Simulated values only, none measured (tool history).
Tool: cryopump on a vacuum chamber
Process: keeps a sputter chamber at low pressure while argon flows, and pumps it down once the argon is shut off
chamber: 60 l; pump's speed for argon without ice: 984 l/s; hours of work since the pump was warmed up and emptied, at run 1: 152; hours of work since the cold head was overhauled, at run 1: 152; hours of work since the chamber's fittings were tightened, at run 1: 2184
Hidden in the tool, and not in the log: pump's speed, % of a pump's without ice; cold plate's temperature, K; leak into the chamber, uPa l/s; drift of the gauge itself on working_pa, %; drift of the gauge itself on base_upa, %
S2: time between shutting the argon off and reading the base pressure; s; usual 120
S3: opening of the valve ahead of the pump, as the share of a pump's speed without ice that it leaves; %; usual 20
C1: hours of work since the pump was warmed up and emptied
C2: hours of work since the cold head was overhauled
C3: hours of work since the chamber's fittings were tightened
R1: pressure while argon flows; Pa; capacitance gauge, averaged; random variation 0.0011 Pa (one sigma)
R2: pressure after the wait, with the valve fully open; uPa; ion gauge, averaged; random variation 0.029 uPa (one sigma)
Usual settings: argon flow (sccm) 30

Run 1, hour 0: usual settings; C1 152; C2 152; C3 2184. Result: R1 0.2618 Pa, R2 2.7 uPa.
Run 2, hour 15.3: usual settings; C1 160; C2 160; C3 2191. Result: R1 0.2636 Pa, R2 2.65 uPa.
Run 3, hour 30: usual settings; C1 167; C2 167; C3 2198. Result: R1 0.2621 Pa, R2 2.58 uPa.
Run 4, hour 37.6: usual settings but argon flow (sccm) 12; C1 171; C2 171; C3 2202. Result: R1 0.1049 Pa, R2 2.62 uPa.
Run 5, hour 46.7: usual settings but argon flow (sccm) 12; C1 175; C2 175; C3 2206. Result: R1 0.1054 Pa, R2 2.7 uPa.
Run 6, hour 56.9: usual settings; C1 180; C2 180; C3 2211. Result: R1 0.2632 Pa, R2 2.66 uPa.
Run 7, hour 67.4: usual settings; C1 185; C2 185; C3 2216. Result: R1 0.2651 Pa, R2 2.7 uPa.
Run 8, hour 74.7: usual settings; C1 188; C2 188; C3 2220. Result: R1 0.263 Pa, R2 2.74 uPa.
Run 9, hour 88.9: usual settings; C1 195; C2 195; C3 2227. Result: R1 0.2631 Pa, R2 2.73 uPa.
Run 10, hour 96.3: usual settings but argon flow (sccm) 19, S2 266 s, S3 45 %; C1 199; C2 199; C3 2230. Result: R1 0.0772 Pa, R2 2.16 uPa.
Run 11, hour 104.5: usual settings but argon flow (sccm) 19, S2 266 s, S3 45 %; C1 203; C2 203; C3 2234. Result: R1 0.0764 Pa, R2 2.1 uPa.
Run 12, hour 115.2: usual settings but argon flow (sccm) 53, S2 54 s, S3 17 %; C1 208; C2 208; C3 2239. Result: R1 0.5461 Pa, R2 4.11 uPa.
Run 13, hour 122.2: usual settings but argon flow (sccm) 53, S2 54 s, S3 17 %; C1 211; C2 211; C3 2243. Result: R1 0.55 Pa, R2 4 uPa.
Run 14, hour 131.2: usual settings but argon flow (sccm) 53, S2 54 s, S3 17 %; C1 216; C2 216; C3 2247. Result: R1 0.548 Pa, R2 4.07 uPa.
Run 15, hour 143: usual settings but argon flow (sccm) 53, S2 54 s, S3 17 %; C1 221; C2 221; C3 2253. Result: R1 0.5504 Pa, R2 4.06 uPa.
Run 16, hour 156.1: usual settings but argon flow (sccm) 18, S2 236 s, S3 30 %; C1 228; C2 228; C3 2259. Result: R1 0.108 Pa, R2 2.22 uPa.
Run 17, hour 166.2: usual settings but argon flow (sccm) 28, S2 271 s; C1 232; C2 232; C3 2264. Result: R1 0.2465 Pa, R2 2.15 uPa.
Run 18, hour 180.7: usual settings but S2 26 s; C1 239; C2 239; C3 2271. Result: R1 0.2673 Pa, R2 6.81 uPa.

Forecast each of these 3 alternatives for the next run:
Run A, hour 190.4: usual settings but S2 258 s, S3 34 %; C1 244; C2 244; C3 2276. Result: R1 ?, R2 ?.
Run B, hour 190.4: usual settings but S2 26 s, S3 43 %; C1 244; C2 244; C3 2276. Result: R1 ?, R2 ?.
Run C, hour 190.4: usual settings but argon flow (sccm) 20, S2 157 s, S3 27 %; C1 244; C2 244; C3 2276. Result: R1 ?, R2 ?.

run      R1    R2
  A  0.1585  2.17
  B  0.1281  6.68
  C  0.1327  2.55
Without the tool's hidden state the same runs would have given:
run      R1    R2
  A  0.1505  0.84
  B  0.1201  5.37
  C  0.1273  1.17
